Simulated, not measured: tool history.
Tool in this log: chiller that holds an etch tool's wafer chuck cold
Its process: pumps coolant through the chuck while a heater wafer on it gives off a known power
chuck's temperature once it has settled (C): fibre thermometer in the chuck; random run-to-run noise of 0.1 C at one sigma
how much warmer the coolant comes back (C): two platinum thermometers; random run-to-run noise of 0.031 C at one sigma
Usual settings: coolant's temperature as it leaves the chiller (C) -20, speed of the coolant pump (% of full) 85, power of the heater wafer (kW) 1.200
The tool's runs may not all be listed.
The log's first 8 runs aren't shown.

run	hour	coolant's temperature as it leaves the chiller (C)	speed of the coolant pump (% of full)	power of the heater wafer (kW)	hours since the coolant was changed and the channels were flushed	hours since the pump was overhauled	hours since the chiller's thermometer was calibrated	chuck's temperature once it has settled (C)	how much warmer the coolant comes back (C)
9	1198.5	-20	85	1.200	987	4563	1390	-10.2	3.02
10	1395.6	-20	85	0.894	1184	4760	1587	-12.8	2.24
11	1500.5	-20	91	1.200	1289	4865	1692	-10.8	2.77
12	1599.1	-20	85	1.200	1388	4964	1790	-10.3	2.99
13	1771.8	-20	85	1.200	1561	5137	1963	-10.4	2.99
14	1888.0	-20	85	1.200	1677	5253	2079	-10.3	3.04
15	2090.9	-20	85	1.200	1880	5456	2282	-10.2	2.99
16	2283.8	-20	85	1.200	2073	5649	2475	-10.2	2.93
17	2380.6	-20	81	1.570	2169	5745	2572	-6.7	4.14
18	2530.1	-20	67	1.200	2319	5895	2721	-8.1	3.81
19	2692.3	-20	67	1.200	2481	6057	2883	-8.0	3.81
20	2804.1	-20	67	1.200	2593	6169	2995	-8.2	3.81
21	3030.8	-14	93	0.670	2820	6396	3222	-8.8	1.55
22	3210.9	-16	74	0.704	3000	6576	3402	-9.6	2.03
23	3349.0	-14	87	1.654	3138	6714	3540	-0.9	4.04
24	3460.4	-20	71	0.619	3249	6825	3652	-14.0	1.85
25	3632.0	-19	68	1.200	3421	6997	3823	-7.4	3.72
26	3851.0	-19	68	1.200	3640	7216	4042	-7.2	3.81
27	3964.1	-19	68	1.200	3753	7329	4155	-7.4	3.73
# hour 4089.8: chiller's thermometer calibrated
28	4170.4	-26	74	1.785	3958	7534	81	-9.7	5.11
29	4352.7	-14	64	0.743	4140	7716	263	-6.4	2.49
30	4516.7	-14	91	1.247	4304	7880	427	-4.4	2.88

Run 31 has not been measured yet. What should we expect?
31	4670.0	-14	91	1.247	4458	8034	580	?	?

chuck's temperature once it has settled (C): -4.3
how much warmer the coolant comes back (C): 2.92
Without the tool's hidden state the same run would have given chuck's temperature once it has settled (C) -4.3, how much warmer the coolant comes back (C) 2.92.
